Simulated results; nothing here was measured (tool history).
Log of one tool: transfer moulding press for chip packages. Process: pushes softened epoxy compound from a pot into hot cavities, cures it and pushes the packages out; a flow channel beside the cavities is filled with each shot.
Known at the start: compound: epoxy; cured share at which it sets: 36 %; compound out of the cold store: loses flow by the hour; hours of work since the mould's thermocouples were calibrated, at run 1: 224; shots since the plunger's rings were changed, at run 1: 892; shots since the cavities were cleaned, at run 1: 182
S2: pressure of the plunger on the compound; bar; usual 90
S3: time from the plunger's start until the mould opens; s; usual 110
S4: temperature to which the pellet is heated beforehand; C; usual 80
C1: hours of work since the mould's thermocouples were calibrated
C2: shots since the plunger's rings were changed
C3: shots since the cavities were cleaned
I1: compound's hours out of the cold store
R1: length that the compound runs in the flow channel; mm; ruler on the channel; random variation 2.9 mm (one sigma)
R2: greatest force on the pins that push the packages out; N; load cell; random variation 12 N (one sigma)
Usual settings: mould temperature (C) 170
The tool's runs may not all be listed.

run 1 hour=0 | mould_temperature_(C)=170 S2=90 S3=110 S4=80 | C1=224 C2=892 C3=182 | I1=10 | R1=894 R2=628
run 2 hour=10.2 | mould_temperature_(C)=170 S2=90 S3=110 S4=80 | C1=229 C2=968 C3=258 | I1=14.7 | R1=862 R2=679
run 3 hour=17.7 | mould_temperature_(C)=170 S2=90 S3=110 S4=80 | C1=232 C2=1024 C3=314 | I1=21.9 | R1=827 R2=710
run 4 hour=26.6 | mould_temperature_(C)=170 S2=90 S3=110 S4=80 | C1=236 C2=1090 C3=380 | I1=41.5 | R1=729 R2=673
-- hour=32.7 cavities cleaned with cleaning compound and waxed
run 5 hour=40.9 | mould_temperature_(C)=170 S2=90 S3=96 S4=80 | C1=242 C2=1185 C3=61 | I1=17.9 | R1=844 R2=778
run 6 hour=55.7 | mould_temperature_(C)=170 S2=90 S3=96 S4=80 | C1=249 C2=1296 C3=172 | I1=22.8 | R1=819 R2=821
run 7 hour=64.8 | mould_temperature_(C)=170 S2=90 S3=130 S4=80 | C1=254 C2=1363 C3=239 | I1=24.4 | R1=810 R2=510
run 8 hour=80.2 | mould_temperature_(C)=170 S2=90 S3=130 S4=80 | C1=261 C2=1478 C3=354 | I1=35.1 | R1=757 R2=549
-- hour=89.2 cavities cleaned with cleaning compound and waxed
run 9 hour=97.8 | mould_temperature_(C)=170 S2=90 S3=110 S4=80 | C1=269 C2=1598 C3=64 | I1=22.8 | R1=822 R2=561
run 10 hour=107.8 | mould_temperature_(C)=170 S2=90 S3=110 S4=80 | C1=273 C2=1672 C3=138 | I1=33.1 | R1=764 R2=571
run 11 hour=115.8 | mould_temperature_(C)=170 S2=90 S3=110 S4=78 | C1=277 C2=1732 C3=198 | I1=45.8 | R1=705 R2=597
run 12 hour=132.8 | mould_temperature_(C)=170 S2=90 S3=110 S4=78 | C1=285 C2=1858 C3=324 | I1=33.4 | R1=757 R2=671
-- hour=146.1 cavities cleaned with cleaning compound and waxed
run 13 hour=146.8 | mould_temperature_(C)=163 S2=79.8 S3=136 S4=86 | C1=291 C2=1952 C3=5 | I1=26.8 | R1=766 R2=534

Run 14 comes next. What will it give?
run 14 hour=153.9 | mould_temperature_(C)=167 S2=90 S3=110 S4=84 | C1=294 C2=2004 C3=57 | I1=27.1 | R1=? R2=?

R1: 801 mm
R2: 655 N
Without the tool's hidden state the same run would have given R1 820 mm, R2 630 N.

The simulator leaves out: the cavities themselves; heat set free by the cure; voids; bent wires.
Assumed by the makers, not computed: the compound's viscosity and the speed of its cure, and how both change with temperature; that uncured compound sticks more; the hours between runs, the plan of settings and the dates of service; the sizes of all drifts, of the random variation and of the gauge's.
